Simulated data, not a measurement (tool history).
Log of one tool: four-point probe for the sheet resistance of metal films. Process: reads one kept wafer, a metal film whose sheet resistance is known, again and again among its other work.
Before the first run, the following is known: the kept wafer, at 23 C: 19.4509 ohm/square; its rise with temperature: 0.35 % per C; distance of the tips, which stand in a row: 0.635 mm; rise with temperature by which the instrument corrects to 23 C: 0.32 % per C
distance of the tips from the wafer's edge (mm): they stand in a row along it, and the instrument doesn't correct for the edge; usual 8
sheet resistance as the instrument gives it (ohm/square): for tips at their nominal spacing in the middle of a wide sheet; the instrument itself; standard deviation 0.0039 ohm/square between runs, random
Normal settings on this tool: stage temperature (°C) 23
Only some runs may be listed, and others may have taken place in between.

run	hour	stage temperature (°C)	distance of the tips from the wafer's edge (mm)	sheet resistance as the instrument gives it (ohm/square)
1	0.0	23	8	19.513437
2	84.0	23	8	19.520827
3	145.7	27	8	19.535027
4	219.7	27	8	19.535920
5	302.4	27	8	19.549403
6	371.3	27	8	19.541029
7	497.0	27	8	19.534606
8	616.3	27	8	19.536543
9	710.0	27	8	19.544748
10	772.5	27	8	19.546392
11	860.1	23	8	19.513583
# hour 931.5: new probe head fitted
12	980.5	22	38	19.451348
13	1090.4	24	38	19.461410
14	1175.3	23	29	19.450721
15	1261.4	23	29	19.456389
16	1385.0	32	50	19.512273
17	1502.2	23	35	19.444157
18	1609.6	32	43	19.498637
19	1684.0	29	8	19.551585

Estimate the outcome of run 20 from the log above:
20	1743.9	32	31	?

sheet resistance as the instrument gives it (ohm/square): 19.511020
Minus the tool's unlogged condition, the same run would have read sheet resistance as the instrument gives it (ohm/square) 19.513331.
